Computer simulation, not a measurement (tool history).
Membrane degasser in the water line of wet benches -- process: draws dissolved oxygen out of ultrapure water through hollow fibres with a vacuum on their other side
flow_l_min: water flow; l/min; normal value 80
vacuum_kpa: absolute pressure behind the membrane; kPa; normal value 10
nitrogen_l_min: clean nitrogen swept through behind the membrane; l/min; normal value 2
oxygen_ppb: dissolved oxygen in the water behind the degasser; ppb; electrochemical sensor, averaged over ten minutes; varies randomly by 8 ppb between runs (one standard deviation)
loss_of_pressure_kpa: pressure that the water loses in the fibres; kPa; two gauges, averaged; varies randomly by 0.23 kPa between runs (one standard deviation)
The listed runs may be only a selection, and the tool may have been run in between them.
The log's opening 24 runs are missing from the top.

run	hour	flow_l_min	vacuum_kpa	nitrogen_l_min	hours since the membrane was changed	hours since the vacuum gauge was calibrated	hours since the vacuum lines were made tight	oxygen_ppb	loss_of_pressure_kpa
25	5239.5	90	7.1	2.49	2296	4432	2263	641.6	63.52
26	5396.2	90	7.1	2.49	2452	4589	2420	650.3	63.27
27	5691.9	52	12.2	1.06	2748	4884	2715	884	36.8
28	5858.8	124	10.9	4.09	2915	5051	2882	1046.9	87.55
29	6051.6	97	11.8	2	3108	5244	3075	1113.8	68.44
30	6284	68	6.8	1.69	3340	5477	3307	494.8	48.29
# hour 6443: seals of the vacuum lines changed
31	6544.5	68	6.8	1.69	3598	5735	101	505.8	48.16
32	6728.2	68	24.7	2	3782	5919	285	1472.4	47.78

Consider 4 possible next runs. They are alternatives, not a sequence: every one starts from the tool as it was left by run 32. What does each give?
A	6918	106	20	3.18	3972	6109	475	?	?
B	6918	52	11.4	2	3972	6109	475	?	?
C	6918	109	24.7	2.06	3972	6109	475	?	?
D	6918	68	21.3	1.1	3972	6109	475	?	?

run	oxygen_ppb	loss_of_pressure_kpa
A	1435	74.84
B	555.8	36.93
C	2114	77.01
D	1844.9	48.08
Stripped of hidden state, with their random variation kept, the same runs would have yielded:
run	oxygen_ppb	loss_of_pressure_kpa
A	1433.1	74.75
B	554.7	36.89
C	2112.3	76.91
D	1843.5	48.02
